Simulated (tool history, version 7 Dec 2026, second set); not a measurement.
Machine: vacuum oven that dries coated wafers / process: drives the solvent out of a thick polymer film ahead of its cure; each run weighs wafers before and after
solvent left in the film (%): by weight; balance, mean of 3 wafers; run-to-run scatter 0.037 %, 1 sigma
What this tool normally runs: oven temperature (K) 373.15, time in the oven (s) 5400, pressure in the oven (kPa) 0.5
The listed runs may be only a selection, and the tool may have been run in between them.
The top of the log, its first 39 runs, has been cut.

run 40 hour=918.8 | oven_temperature_(K)=366.15 time_in_the_oven_(s)=5760 pressure_in_the_oven_(kPa)=0.724 | solvent_left_in_the_film_(%)=3.08
run 41 hour=944.9 | oven_temperature_(K)=380.15 time_in_the_oven_(s)=5760 pressure_in_the_oven_(kPa)=0.471 | solvent_left_in_the_film_(%)=0.42
run 42 hour=974.3 | oven_temperature_(K)=380.15 time_in_the_oven_(s)=3480 pressure_in_the_oven_(kPa)=0.514 | solvent_left_in_the_film_(%)=1.21
run 43 hour=987.8 | oven_temperature_(K)=380.15 time_in_the_oven_(s)=3420 pressure_in_the_oven_(kPa)=0.404 | solvent_left_in_the_film_(%)=1.24
run 44 hour=1001.7 | oven_temperature_(K)=370.15 time_in_the_oven_(s)=3660 pressure_in_the_oven_(kPa)=0.319 | solvent_left_in_the_film_(%)=3.8
run 45 hour=1020.4 | oven_temperature_(K)=380.15 time_in_the_oven_(s)=5400 pressure_in_the_oven_(kPa)=0.694 | solvent_left_in_the_film_(%)=0.53
run 46 hour=1046.7 | oven_temperature_(K)=380.15 time_in_the_oven_(s)=5400 pressure_in_the_oven_(kPa)=0.808 | solvent_left_in_the_film_(%)=0.55
run 47 hour=1061.6 | oven_temperature_(K)=373.15 time_in_the_oven_(s)=4320 pressure_in_the_oven_(kPa)=0.733 | solvent_left_in_the_film_(%)=2.13

4 ways to go on from here, each from the tool as it stands after run 47. What would each give?
run A hour=1090.5 | oven_temperature_(K)=387.15 time_in_the_oven_(s)=3480 pressure_in_the_oven_(kPa)=0.378 | solvent_left_in_the_film_(%)=?
run B hour=1090.5 | oven_temperature_(K)=365.15 time_in_the_oven_(s)=5400 pressure_in_the_oven_(kPa)=0.5 | solvent_left_in_the_film_(%)=?
run C hour=1090.5 | oven_temperature_(K)=384.15 time_in_the_oven_(s)=4320 pressure_in_the_oven_(kPa)=1.692 | solvent_left_in_the_film_(%)=?
run D hour=1090.5 | oven_temperature_(K)=379.15 time_in_the_oven_(s)=5400 pressure_in_the_oven_(kPa)=0.5 | solvent_left_in_the_film_(%)=?

run=A solvent_left_in_the_film_(%)=0.35
run=B solvent_left_in_the_film_(%)=3.65
run=C solvent_left_in_the_film_(%)=0.75
run=D solvent_left_in_the_film_(%)=0.51
Had the tool no hidden state, the same runs would have come out as:
run=A solvent_left_in_the_film_(%)=0.42
run=B solvent_left_in_the_film_(%)=4.27
run=C solvent_left_in_the_film_(%)=0.82
run=D solvent_left_in_the_film_(%)=0.59
